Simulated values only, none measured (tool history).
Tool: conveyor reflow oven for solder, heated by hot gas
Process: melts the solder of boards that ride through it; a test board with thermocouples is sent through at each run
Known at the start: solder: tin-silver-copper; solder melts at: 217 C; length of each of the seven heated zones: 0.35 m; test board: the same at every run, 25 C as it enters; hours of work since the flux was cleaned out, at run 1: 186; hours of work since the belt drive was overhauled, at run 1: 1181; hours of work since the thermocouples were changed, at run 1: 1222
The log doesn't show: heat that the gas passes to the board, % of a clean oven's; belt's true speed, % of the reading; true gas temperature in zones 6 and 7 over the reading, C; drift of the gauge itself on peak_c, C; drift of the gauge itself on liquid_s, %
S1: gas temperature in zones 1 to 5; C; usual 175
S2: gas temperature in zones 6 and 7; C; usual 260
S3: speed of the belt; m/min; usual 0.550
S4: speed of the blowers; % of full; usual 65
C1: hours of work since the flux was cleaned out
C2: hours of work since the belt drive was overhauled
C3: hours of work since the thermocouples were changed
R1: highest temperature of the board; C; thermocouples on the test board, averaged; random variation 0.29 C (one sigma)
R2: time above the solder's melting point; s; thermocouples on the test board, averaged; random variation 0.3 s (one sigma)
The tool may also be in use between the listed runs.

run     day   S1   S2     S3  S4   C1    C2    C3     R1    R2
  1   0.000  175  260  0.550  65  186  1181  1222  246.8  52.7
      1.962  -- flux residue cleaned out of gas plates and filters
  2   2.379  175  260  0.550  65    5  1208  1249  248.1  55.0
      3.258  -- thermocouples of zones 6 and 7 changed
  3   4.996  175  260  0.550  65   37  1240    22  244.0  50.9
  4   7.242  175  260  0.550  65   65  1268    50  243.5  50.7
      9.771  -- belt drive overhauled, speed set with a stopwatch
  5  10.417  170  260  0.550  65  102     8    87  241.9  46.2
  6  12.600  175  269  0.550  65  129    35   114  249.9  54.7
  7  14.033  175  260  0.550  77  147    53   132  245.7  51.8
  8  16.488  175  260  0.550  65  178    84   163  242.2  48.5
     19.062  -- flux residue cleaned out of gas plates and filters
  9  19.671  175  260  0.550  65    8   121   200  244.1  50.5
 10  21.738  175  260  0.550  65   33   146   225  244.1  50.7
 11  24.133  175  260  0.550  65   63   176   255  243.5  50.1
 12  26.962  175  260  0.550  65   98   211   291  243.6  50.1
 13  30.304  175  260  0.550  65  140   253   332  243.5  49.8
 14  32.979  173  260  0.550  65  173   286   365  242.6  48.5
     36.054  -- flux residue cleaned out of gas plates and filters
 15  36.346  173  260  0.550  65    4   326   405  244.5  49.8
 16  38.529  173  260  0.550  65   31   353   432  243.8  49.6
 17  41.821  177  264  0.572  60   72   394   473  245.6  49.5
 18  43.262  174  272  0.550  65   90   412   491  253.9  57.9
 19  46.592  172  272  0.513  65  131   453   532  256.2  63.3
 20  49.988  172  272  0.513  65  173   496   575  255.6  63.2
 21  51.996  172  272  0.513  65  198   521   600  255.8  62.8
     52.862  -- flux residue cleaned out of gas plates and filters
 22  54.908  168  272  0.488  65   25   554   633  258.7  67.7
 23  57.642  170  266  0.496  65   60   588   667  252.3  62.7
 24  59.883  161  266  0.614  65   87   616   695  243.1  39.2
 25  62.975  161  266  0.614  65  126   655   734  242.5  39.0
 26  66.125  161  261  0.488  65  165   694   773  247.3  55.6
 27  69.338  161  260  0.488  65  205   734   813  245.9  55.0
     69.762  -- flux residue cleaned out of gas plates and filters
 28  72.892  164  259  0.559  84   39   776   855  247.1  49.6
 29  75.746  164  259  0.559  84   74   811   890  247.1  49.3

Forecast each of these 4 alternatives for the next run:
  A  78.538  162  255  0.559  77  109  846  925   ?   ?
  B  78.538  175  260  0.657  65  109  846  925   ?   ?
  C  78.538  181  257  0.550  80  109  846  925   ?   ?
  D  78.538  166  259  0.499  74  109  846  925   ?   ?

run     R1    R2
  A  240.7  43.8
  B  239.4  36.5
  C  246.8  56.9
  D  248.7  57.8
Without the tool's hidden state the same runs would have given:
run     R1    R2
  A  239.2  42.3
  B  238.1  35.3
  C  245.1  55.5
  D  246.9  56.2
